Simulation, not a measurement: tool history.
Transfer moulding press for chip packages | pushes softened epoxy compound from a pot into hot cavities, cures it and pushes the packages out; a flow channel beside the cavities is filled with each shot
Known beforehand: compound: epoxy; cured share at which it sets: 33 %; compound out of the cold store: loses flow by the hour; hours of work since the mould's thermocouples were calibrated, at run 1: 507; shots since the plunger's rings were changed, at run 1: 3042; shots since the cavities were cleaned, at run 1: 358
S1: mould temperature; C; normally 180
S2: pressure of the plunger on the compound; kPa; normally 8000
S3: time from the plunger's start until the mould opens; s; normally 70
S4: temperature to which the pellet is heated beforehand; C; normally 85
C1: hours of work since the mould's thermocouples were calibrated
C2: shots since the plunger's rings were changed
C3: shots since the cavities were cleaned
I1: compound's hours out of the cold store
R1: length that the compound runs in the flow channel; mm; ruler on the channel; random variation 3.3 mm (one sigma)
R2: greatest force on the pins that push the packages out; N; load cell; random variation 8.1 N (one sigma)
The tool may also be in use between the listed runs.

| run | hour | S1 | S2 | S3 | S4 | C1 | C2 | C3 | I1 | R1 | R2 |
|---|---|---|---|---|---|---|---|---|---|---|---|
| 1 | 0.0 | 180 | 8000 | 70 | 85 | 507 | 3042 | 358 | 42.5 | 731 | 340 |
|  | 26.7 | cavities cleaned with cleaning compound and waxed |
|  | 36.2 | mould's thermocouples calibrated |
|  | 45.3 | plunger's sealing rings changed |
| 2 | 59.9 | 180 | 8000 | 70 | 85 | 15 | 283 | 559 | 30.4 | 760 | 341 |
|  | 79.0 | cavities cleaned with cleaning compound and waxed |
| 3 | 114.4 | 180 | 8000 | 70 | 85 | 54 | 1316 | 689 | 19.5 | 795 | 342 |
|  | 126.5 | cavities cleaned with cleaning compound and waxed |
| 4 | 162.6 | 180 | 8000 | 70 | 85 | 88 | 2225 | 703 | 43.5 | 730 | 334 |
|  | 172.3 | cavities cleaned with cleaning compound and waxed |
|  | 220.1 | cavities cleaned with cleaning compound and waxed |
|  | 245.3 | plunger's sealing rings changed |
| 5 | 245.3 | 180 | 8000 | 70 | 85 | 144 | 0 | 441 | 43.1 | 728 | 343 |
|  | 269.1 | cavities cleaned with cleaning compound and waxed |
|  | 316.5 | cavities cleaned with cleaning compound and waxed |
| 6 | 317.7 | 180 | 8000 | 70 | 85 | 195 | 1353 | 24 | 15.8 | 801 | 355 |
|  | 363.7 | cavities cleaned with cleaning compound and waxed |
| 7 | 399.7 | 180 | 8000 | 70 | 87 | 253 | 2920 | 702 | 46.3 | 721 | 337 |
|  | 410.6 | cavities cleaned with cleaning compound and waxed |
|  | 446.8 | plunger's sealing rings changed |
| 8 | 446.8 | 180 | 8000 | 70 | 87 | 284 | 0 | 658 | 25.5 | 773 | 343 |
|  | 459.7 | cavities cleaned with cleaning compound and waxed |
| 9 | 489.9 | 180 | 8000 | 70 | 87 | 315 | 810 | 589 | 25.9 | 771 | 336 |
|  | 503.9 | cavities cleaned with cleaning compound and waxed |
|  | 549.1 | cavities cleaned with cleaning compound and waxed |
| 10 | 549.1 | 180 | 8000 | 70 | 78 | 356 | 1904 | 0 | 32.1 | 762 | 340 |
|  | 593.1 | cavities cleaned with cleaning compound and waxed |
| 11 | 629.3 | 180 | 8000 | 70 | 85 | 413 | 3437 | 705 | 33.7 | 754 | 335 |
|  | 640.2 | cavities cleaned with cleaning compound and waxed |
|  | 649.0 | plunger's sealing rings changed |
|  | 688.0 | cavities cleaned with cleaning compound and waxed |
| 12 | 688.0 | 180 | 8000 | 70 | 85 | 452 | 732 | 0 | 33.5 | 751 | 338 |
|  | 733.3 | cavities cleaned with cleaning compound and waxed |
| 13 | 767.4 | 180 | 8000 | 70 | 85 | 508 | 2249 | 664 | 13.9 | 800 | 342 |
|  | 782.4 | cavities cleaned with cleaning compound and waxed |
|  | 802.4 | mould's thermocouples calibrated |
|  | 832.2 | cavities cleaned with cleaning compound and waxed |
| 14 | 835.9 | 180 | 8000 | 70 | 85 | 23 | 3485 | 71 | 16.5 | 801 | 335 |
|  | 851.7 | plunger's sealing rings changed |
|  | 882.9 | cavities cleaned with cleaning compound and waxed |
| 15 | 902.5 | 187 | 9760 | 74 | 77 | 69 | 959 | 381 | 13.4 | 875 | 256 |
|  | 931.6 | cavities cleaned with cleaning compound and waxed |
|  | 978.1 | cavities cleaned with cleaning compound and waxed |
| 16 | 979.4 | 180 | 8000 | 71 | 86 | 123 | 2399 | 26 | 19.7 | 792 | 310 |
|  | 1028.6 | cavities cleaned with cleaning compound and waxed |
|  | 1056.0 | plunger's sealing rings changed |
| 17 | 1072.1 | 180 | 8000 | 71 | 86 | 187 | 313 | 798 | 36.4 | 745 | 321 |
|  | 1081.8 | cavities cleaned with cleaning compound and waxed |
|  | 1131.0 | cavities cleaned with cleaning compound and waxed |
| 18 | 1149.6 | 182 | 8000 | 71 | 86 | 241 | 1764 | 363 | 43.0 | 723 | 283 |
|  | 1175.3 | cavities cleaned with cleaning compound and waxed |
| 19 | 1200.7 | 180 | 8000 | 59 | 87 | 277 | 2729 | 493 | 44.6 | 719 | 493 |
|  | 1222.7 | cavities cleaned with cleaning compound and waxed |
|  | 1260.6 | plunger's sealing rings changed |
| 20 | 1262.7 | 180 | 8000 | 63 | 76 | 319 | 40 | 729 | 24.7 | 781 | 451 |
|  | 1275.4 | cavities cleaned with cleaning compound and waxed |
|  | 1319.3 | cavities cleaned with cleaning compound and waxed |
| 21 | 1347.9 | 176 | 7870 | 88 | 84 | 379 | 1641 | 557 | 31.0 | 769 | 290 |
|  | 1368.3 | cavities cleaned with cleaning compound and waxed |
|  | 1414.9 | cavities cleaned with cleaning compound and waxed |
| 22 | 1438.5 | 176 | 7870 | 88 | 84 | 443 | 3348 | 460 | 39.8 | 743 | 276 |
|  | 1466.1 | plunger's sealing rings changed |
|  | 1467.6 | cavities cleaned with cleaning compound and waxed |
| 23 | 1503.5 | 176 | 7870 | 88 | 84 | 487 | 699 | 699 | 16.2 | 808 | 301 |
|  | 1517.5 | cavities cleaned with cleaning compound and waxed |
| 24 | 1556.8 | 176 | 7870 | 88 | 84 | 525 | 1708 | 764 | 21.2 | 792 | 283 |

Here are 3 independent what-if runs from the current tool condition. What would each one return?
|  | 1564.2 | mould's thermocouples calibrated |
|  | 1565.7 | cavities cleaned with cleaning compound and waxed |
|  | 1613.0 | cavities cleaned with cleaning compound and waxed |
| A | 1645.4 | 180 | 6380 | 70 | 85 | 57 | 3336 | 631 | 22.0 | ? | ? |
|  | 1564.2 | mould's thermocouples calibrated |
|  | 1565.7 | cavities cleaned with cleaning compound and waxed |
|  | 1613.0 | cavities cleaned with cleaning compound and waxed |
| B | 1645.4 | 180 | 8000 | 77 | 85 | 57 | 3336 | 631 | 18.5 | ? | ? |
|  | 1564.2 | mould's thermocouples calibrated |
|  | 1565.7 | cavities cleaned with cleaning compound and waxed |
|  | 1613.0 | cavities cleaned with cleaning compound and waxed |
| C | 1645.4 | 175 | 9280 | 70 | 85 | 57 | 3336 | 631 | 44.8 | ? | ? |

| run | R1 | R2 |
|---|---|---|
| A | 702 | 353 |
| B | 796 | 292 |
| C | 794 | 473 |
Had the tool no hidden state, the same runs would have come out as:
| run | R1 | R2 |
|---|---|---|
| A | 703 | 349 |
| B | 797 | 289 |
| C | 795 | 468 |
